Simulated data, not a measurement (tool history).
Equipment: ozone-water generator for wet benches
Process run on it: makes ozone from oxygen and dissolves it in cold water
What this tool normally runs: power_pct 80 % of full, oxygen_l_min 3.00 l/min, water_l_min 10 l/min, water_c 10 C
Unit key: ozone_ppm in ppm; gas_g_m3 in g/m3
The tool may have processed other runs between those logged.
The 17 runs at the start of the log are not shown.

run    hour  power_pct  oxygen_l_min  water_l_min  water_c  ozone_ppm  gas_g_m3
 18   847.0         80          3.56            7       10       53.3     266.7
 19   915.1         80          3.56            7       10       52.4     264.7
 20   943.8         80          3.56            7       10       52.2     266.8
 21   995.1         44          5.18            6        7       37.8     147.2
 22  1031.7         44          5.18            6        7       38.2     146.7
     1045.8  -- water thermometer calibrated
 23  1088.2         97          5.18            7        7       66.9     273.3
 24  1155.0         63          3.00           12        7       30.7     235.9
 25  1220.2         82          3.00           10       12       40.7     287.3
 26  1267.3         41          1.90           10       10       21.6     199.4
 27  1319.7         41          1.90           10       10       21.3     199.7
 28  1354.7         41          1.90           10       10       21.6     199.6
 29  1415.1         41          1.90           10       11       21.3     197.9

Run 30 comes next. What will it give?
 30  1446.2         41          1.77           10       13          ?         ?

{"run 30": {"ozone_ppm": 20.5, "gas_g_m3": 204.2}}
Were there no unlogged condition in the tool, this run, its random variation unchanged, would have produced ozone_ppm 20.5 ppm, gas_g_m3 198.9 g/m3.
